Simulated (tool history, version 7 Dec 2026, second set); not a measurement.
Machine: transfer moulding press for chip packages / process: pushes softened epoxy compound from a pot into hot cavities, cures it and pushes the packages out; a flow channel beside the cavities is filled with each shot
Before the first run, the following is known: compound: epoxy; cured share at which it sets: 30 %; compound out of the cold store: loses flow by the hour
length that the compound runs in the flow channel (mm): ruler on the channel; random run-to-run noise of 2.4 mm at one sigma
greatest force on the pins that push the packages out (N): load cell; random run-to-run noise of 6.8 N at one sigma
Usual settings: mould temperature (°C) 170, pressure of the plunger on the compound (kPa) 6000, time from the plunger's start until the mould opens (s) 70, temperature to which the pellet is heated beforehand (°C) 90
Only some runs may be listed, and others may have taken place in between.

run	hour	mould temperature (°C)	pressure of the plunger on the compound (kPa)	time from the plunger's start until the mould opens (s)	temperature to which the pellet is heated beforehand (°C)	incoming compound's hours out of the cold store	length that the compound runs in the flow channel (mm)	greatest force on the pins that push the packages out (N)
1	0.0	170	6000	70	90	37.2	597	381
2	26.4	177	6000	70	90	13.2	680	432
# hour 36.5: plunger's sealing rings changed
# hour 57.4: cavities cleaned with cleaning compound and waxed
3	61.5	170	6000	70	90	19.5	694	667
4	86.1	170	6000	73	90	27.4	658	565
# hour 124.3: mould's thermocouples calibrated
# hour 129.4: cavities cleaned with cleaning compound and waxed
5	133.6	170	6000	73	90	27.7	656	298
6	180.1	170	6000	70	90	38.1	607	502
# hour 187.0: cavities cleaned with cleaning compound and waxed, once more
7	224.1	170	5970	70	90	42.9	587	461
8	249.3	170	5970	70	90	24.9	654	516
# hour 259.3: cavities cleaned with cleaning compound and waxed
9	286.3	170	5970	70	90	13.5	703	456
# hour 329.3: cavities cleaned with cleaning compound and waxed
10	336.0	170	5970	70	90	18.5	674	336
# hour 364.2: plunger's sealing rings changed
11	364.2	170	7250	57	90	40.9	671	587
# hour 402.7: cavities cleaned with cleaning compound and waxed
12	410.1	164	7270	70	98	32.4	721	433
13	436.1	168	6000	74	90	26.6	668	489
# hour 471.3: cavities cleaned with cleaning compound and waxed
14	478.7	163	6000	90	93	28.6	664	331
# hour 522.5: mould's thermocouples calibrated
15	522.5	163	6000	90	93	36.5	628	477
# hour 544.6: cavities cleaned with cleaning compound and waxed
16	550.5	170	4860	70	100	14.3	635	336
17	570.7	170	5670	70	90	11.9	698	447

Each row is a separate what-if for the run after 17, all from the same tool condition, not one after another. Results?
A	593.4	177	5160	70	100	37.3	?	?
B	593.4	168	5670	106	84	8.6	?	?
C	593.4	170	4690	70	90	13.0	?	?
D	593.4	177	5830	66	90	37.1	?	?

run	length that the compound runs in the flow channel (mm)	greatest force on the pins that push the packages out (N)
A	550	436
B	717	459
C	624	530
D	583	436
The same runs, with their run-to-run variation unchanged, on a tool lacking any hidden condition would have given:
run	length that the compound runs in the flow channel (mm)	greatest force on the pins that push the packages out (N)
A	571	232
B	745	250
C	648	288
D	606	235
